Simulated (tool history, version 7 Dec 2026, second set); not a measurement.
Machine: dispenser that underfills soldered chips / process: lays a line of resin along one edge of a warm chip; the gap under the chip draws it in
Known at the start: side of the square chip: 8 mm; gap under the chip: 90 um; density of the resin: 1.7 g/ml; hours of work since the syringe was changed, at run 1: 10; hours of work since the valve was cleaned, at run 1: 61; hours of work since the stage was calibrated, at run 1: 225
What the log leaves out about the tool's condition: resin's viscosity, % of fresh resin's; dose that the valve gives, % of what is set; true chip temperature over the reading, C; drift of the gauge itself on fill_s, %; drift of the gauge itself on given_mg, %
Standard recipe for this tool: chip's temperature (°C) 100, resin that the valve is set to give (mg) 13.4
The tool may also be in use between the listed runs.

run,hour,chip's temperature (°C),resin that the valve is set to give (mg),hours of work since the syringe was changed,hours of work since the valve was cleaned,hours of work since the stage was calibrated,time until the resin shows at the far edge (s),resin that the valve gave (mg)
1,0.0,100,13.4,10,61,225,64.2,12.52
# hour 1.2: new syringe of resin
2,8.1,100,13.4,4,66,229,52.5,12.50
3,15.4,100,13.4,9,70,234,61.1,12.55
# hour 19.1: new syringe of resin
4,21.5,100,13.4,1,74,237,47.5,12.41
5,28.0,100,13.4,5,77,241,54.7,12.40
6,34.0,100,13.0,9,81,245,62.9,11.98
# hour 36.7: new syringe of resin
7,38.7,100,12.3,1,84,248,50.3,11.28
8,48.5,99,13.4,7,90,254,62.4,12.14
# hour 54.3: new syringe of resin
9,56.0,99,13.4,1,94,258,49.4,12.17
10,60.3,99,13.4,4,97,260,54.6,12.15
11,65.5,99,13.4,7,100,264,59.2,12.15
# hour 71.5: new syringe of resin
12,72.6,100,16.6,1,104,268,44.9,14.83
13,80.7,87,13.4,6,109,273,89.6,11.87
# hour 88.9: new syringe of resin
14,90.6,100,13.4,1,115,278,47.6,11.96
# hour 94.3: dispensing valve cleaned and set on the balance
15,98.3,100,12.6,5,2,283,53.3,12.48
# hour 107.7: new syringe of resin
16,108.4,100,16.9,0,8,288,43.7,16.70
17,116.3,100,16.9,5,13,293,52.1,16.67
18,122.9,100,15.0,9,17,297,60.6,14.61
# hour 124.8: new syringe of resin
19,128.0,100,15.0,2,20,300,46.6,14.60
20,132.7,100,14.8,5,23,303,51.4,14.33
21,136.9,112,16.1,7,25,306,37.1,15.56
# hour 142.2: new syringe of resin
22,144.7,112,16.1,2,30,310,30.0,15.53
23,153.9,112,16.1,7,36,316,36.1,15.46
# hour 159.7: new syringe of resin
24,161.9,98,13.4,1,40,320,49.2,12.85
25,169.4,107,12.9,6,45,325,42.7,12.30
26,175.4,107,12.9,10,48,329,48.4,12.19
# hour 177.1: new syringe of resin
27,184.7,96,14.0,5,54,334,59.4,13.25
# hour 194.7: new syringe of resin
28,194.7,112,15.9,0,60,340,28.8,14.89
29,201.5,96,17.3,4,64,344,58.1,16.22
30,209.5,114,14.8,9,69,349,37.2,13.80
# hour 212.1: new syringe of resin
31,216.3,114,14.8,3,73,353,29.3,13.71
32,222.4,103,16.8,6,76,356,47.5,15.53
33,228.0,100,17.2,10,80,360,61.2,15.82
# hour 229.8: new syringe of resin
34,233.2,104,12.4,2,83,363,43.2,11.49
35,238.0,105,14.3,5,86,366,43.4,13.09

What if the next run were any one of these 5? Each begins from the tool's condition after run 35:
A,245.8,104,14.3,10,90,370,?,?
B,245.8,85,14.6,10,90,370,?,?
C,245.8,93,13.9,10,90,370,?,?
D,245.8,87,17.1,10,90,370,?,?
E,245.8,98,13.4,10,90,370,?,?

run,time until the resin shows at the far edge (s),resin that the valve gave (mg)
A,53.3,13.05
B,106.8,13.28
C,79.3,12.77
D,98.0,15.57
E,67.7,12.08
Without the tool's unlogged condition, the same runs would have read:
run,time until the resin shows at the far edge (s),resin that the valve gave (mg)
A,39.5,14.36
B,80.0,14.62
C,58.7,14.04
D,74.1,17.14
E,49.9,13.29
